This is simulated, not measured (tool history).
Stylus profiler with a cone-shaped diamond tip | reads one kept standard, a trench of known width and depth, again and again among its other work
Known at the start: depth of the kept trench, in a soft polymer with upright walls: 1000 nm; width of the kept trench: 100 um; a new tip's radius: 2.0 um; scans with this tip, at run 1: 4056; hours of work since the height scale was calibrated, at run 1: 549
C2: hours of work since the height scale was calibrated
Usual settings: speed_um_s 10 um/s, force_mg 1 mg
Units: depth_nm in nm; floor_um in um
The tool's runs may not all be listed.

Run 1, hour 0: usual settings; scans with this tip 4056; C2 549. Result: depth_nm 1007.8 nm, floor_um 96.12 um.
Run 2, hour 70.8: usual settings but force_mg 2.4 mg; scans with this tip 4435; C2 600. Result: depth_nm 1011.52 nm, floor_um 96.1 um.
Run 3, hour 118.4: usual settings but force_mg 0.37 mg; scans with this tip 4690; C2 635. Result: depth_nm 1005.73 nm, floor_um 96.05 um.
Run 4, hour 163.3: usual settings but force_mg 0.37 mg; scans with this tip 4930; C2 667. Result: depth_nm 1005.66 nm, floor_um 96.02 um.
Run 5, hour 223.7: usual settings but force_mg 0.37 mg; scans with this tip 5253; C2 711. Result: depth_nm 1006.08 nm, floor_um 95.95 um.
Run 6, hour 290.3: usual settings but force_mg 1.72 mg; scans with this tip 5610; C2 759. Result: depth_nm 1010.65 nm, floor_um 96.01 um.
Run 7, hour 344: usual settings but force_mg 1.31 mg; scans with this tip 5897; C2 798. Result: depth_nm 1009.52 nm, floor_um 95.94 um.
Run 8, hour 387.7: usual settings but force_mg 1.31 mg; scans with this tip 6131; C2 829. Result: depth_nm 1009.32 nm, floor_um 95.94 um.
Run 9, hour 434.1: usual settings but force_mg 1.31 mg; scans with this tip 6379; C2 863. Result: depth_nm 1009.56 nm, floor_um 95.94 um.
Run 10, hour 505.6: usual settings but force_mg 1.31 mg; scans with this tip 6762; C2 915. Result: depth_nm 1009.91 nm, floor_um 95.87 um.
Run 11, hour 551.9: usual settings but force_mg 1.31 mg; scans with this tip 7009; C2 948. Result: depth_nm 1010 nm, floor_um 95.86 um.
Run 12, hour 622: usual settings but force_mg 1.31 mg; scans with this tip 7385; C2 999. Result: depth_nm 1010.24 nm, floor_um 95.85 um.
Run 13, hour 686.7: usual settings but force_mg 1.31 mg; scans with this tip 7731; C2 1046. Result: depth_nm 1010.78 nm, floor_um 95.76 um.
Run 14, hour 749.9: usual settings but force_mg 1.31 mg; scans with this tip 8069; C2 1092. Result: depth_nm 1010.94 nm, floor_um 95.81 um.
Run 15, hour 818.1: usual settings but force_mg 1.31 mg; scans with this tip 8434; C2 1141. Result: depth_nm 1010.88 nm, floor_um 95.75 um.
Run 16, hour 868.5: usual settings but force_mg 0.5 mg; scans with this tip 8704; C2 1178. Result: depth_nm 1009 nm, floor_um 95.72 um.
Run 17, hour 915.9: usual settings but force_mg 0.5 mg; scans with this tip 8957; C2 1212. Result: depth_nm 1008.78 nm, floor_um 95.64 um.
Run 18, hour 949.9: usual settings but force_mg 0.5 mg; scans with this tip 9139; C2 1236. Result: depth_nm 1008.97 nm, floor_um 95.66 um.
Run 19, hour 986.9: usual settings but force_mg 0.5 mg; scans with this tip 9337; C2 1263. Result: depth_nm 1008.69 nm, floor_um 95.67 um.
Run 20, hour 1033.1: usual settings but force_mg 2.76 mg; scans with this tip 9584; C2 1297. Result: depth_nm 1015.51 nm, floor_um 95.62 um.
Run 21, hour 1076.7: usual settings but force_mg 2.76 mg; scans with this tip 9818; C2 1328. Result: depth_nm 1015.51 nm, floor_um 95.68 um.
Run 22, hour 1130.8: usual settings but force_mg 2.76 mg; scans with this tip 10107; C2 1367. Result: depth_nm 1015.59 nm, floor_um 95.66 um.
Run 23, hour 1198.6: usual settings but speed_um_s 3 um/s; scans with this tip 10470; C2 1416. Result: depth_nm 1011 nm, floor_um 95.59 um.
Run 24, hour 1262.9: usual settings but speed_um_s 3 um/s; scans with this tip 10814; C2 1463. Result: depth_nm 1011.42 nm, floor_um 95.54 um.
Run 25, hour 1308.7: usual settings but speed_um_s 4 um/s; scans with this tip 11059; C2 1496. Result: depth_nm 1011.95 nm, floor_um 95.59 um.
Run 26, hour 1379.5: usual settings but speed_um_s 4 um/s; scans with this tip 11438; C2 1547. Result: depth_nm 1011.88 nm, floor_um 95.48 um.
Run 27, hour 1428.7: usual settings but speed_um_s 23 um/s, force_mg 2.41 mg; scans with this tip 11701; C2 1583. Result: depth_nm 1015.71 nm, floor_um 95.49 um.
Run 28, hour 1482.1: usual settings but speed_um_s 2 um/s, force_mg 1.52 mg; scans with this tip 11987; C2 1622. Result: depth_nm 1013.64 nm, floor_um 95.51 um.
Run 29, hour 1523.3: usual settings but speed_um_s 2 um/s, force_mg 1.88 mg; scans with this tip 12207; C2 1652. Result: depth_nm 1015.1 nm, floor_um 95.45 um.
Run 30, hour 1583: usual settings but speed_um_s 2 um/s, force_mg 1.88 mg; scans with this tip 12527; C2 1695. Result: depth_nm 1014.77 nm, floor_um 95.48 um.
Run 31, hour 1623.5: usual settings but speed_um_s 11 um/s, force_mg 1.9 mg; scans with this tip 12744; C2 1724. Result: depth_nm 1015.28 nm, floor_um 95.35 um.
Run 32, hour 1679.5: usual settings but speed_um_s 11 um/s, force_mg 1.9 mg; scans with this tip 13043; C2 1765. Result: depth_nm 1015.58 nm, floor_um 95.37 um.
Run 33, hour 1711.9: usual settings but speed_um_s 11 um/s, force_mg 1.9 mg; scans with this tip 13217; C2 1788. Result: depth_nm 1015.17 nm, floor_um 95.39 um.
Run 34, hour 1747.8: usual settings but speed_um_s 11 um/s, force_mg 1.14 mg; scans with this tip 13409; C2 1814. Result: depth_nm 1013.82 nm, floor_um 95.34 um.
Run 35, hour 1804.7: usual settings but speed_um_s 36 um/s, force_mg 2.73 mg; scans with this tip 13713; C2 1855. Result: depth_nm 1017.96 nm, floor_um 95.23 um.
Run 36, hour 1868.6: usual settings but speed_um_s 6 um/s, force_mg 0.52 mg; scans with this tip 14055; C2 1902. Result: depth_nm 1012.02 nm, floor_um 95.33 um.
Run 37, hour 1938.7: usual settings but speed_um_s 6 um/s, force_mg 0.52 mg; scans with this tip 14430; C2 1952. Result: depth_nm 1011.99 nm, floor_um 95.26 um.
Run 38, hour 2003.3: usual settings but speed_um_s 11 um/s, force_mg 0.84 mg; scans with this tip 14776; C2 1999. Result: depth_nm 1013.95 nm, floor_um 95.21 um.
Run 39, hour 2076: usual settings but speed_um_s 13 um/s, force_mg 1.95 mg; scans with this tip 15165; C2 2052. Result: depth_nm 1017.26 nm, floor_um 95.17 um.
At hour 2082: height scale calibrated on a step standard.
Run 40, hour 2148.7: usual settings but speed_um_s 4 um/s, force_mg 1.04 mg; scans with this tip 15551; C2 48. Result: depth_nm 1005.37 nm, floor_um 95.2 um.
Run 41, hour 2221.9: usual settings but speed_um_s 12 um/s, force_mg 2.14 mg; scans with this tip 15943; C2 101. Result: depth_nm 1008.01 nm, floor_um 95.13 um.
Run 42, hour 2283.9: usual settings but speed_um_s 2 um/s, force_mg 2.14 mg; scans with this tip 16275; C2 146. Result: depth_nm 1008.66 nm, floor_um 95.18 um.
Run 43, hour 2314.5: usual settings but speed_um_s 3 um/s, force_mg 0.61 mg; scans with this tip 16438; C2 168. Result: depth_nm 1004.32 nm, floor_um 95.18 um.
Run 44, hour 2351.7: usual settings but speed_um_s 3 um/s, force_mg 0.61 mg; scans with this tip 16638; C2 195. Result: depth_nm 1004.33 nm, floor_um 95.11 um.
Run 45, hour 2390.5: usual settings but speed_um_s 3 um/s, force_mg 0.95 mg; scans with this tip 16845; C2 223. Result: depth_nm 1005.98 nm, floor_um 95.14 um.
Run 46, hour 2439.4: usual settings but speed_um_s 3 um/s, force_mg 0.95 mg; scans with this tip 17107; C2 259. Result: depth_nm 1006.09 nm, floor_um 95.11 um.

Forecast each of these 3 alternatives for the next run:
Run A, hour 2505.5: usual settings but force_mg 2.49 mg; scans with this tip 17460; C2 307. Result: depth_nm ?, floor_um ?.
Run B, hour 2505.5: usual settings but speed_um_s 3 um/s, force_mg 2.42 mg; scans with this tip 17460; C2 307. Result: depth_nm ?, floor_um ?.
Run C, hour 2505.5: usual settings but speed_um_s 7 um/s, force_mg 2.44 mg; scans with this tip 17460; C2 307. Result: depth_nm ?, floor_um ?.

run  depth_nm  floor_um
  A   1009.95     95.04
  B   1009.83     95.08
  C   1009.95     95.02
Without the tool's hidden state the same runs would have given:
run  depth_nm  floor_um
  A   1008.55     96.49
  B   1008.44     96.53
  C   1008.55     96.47
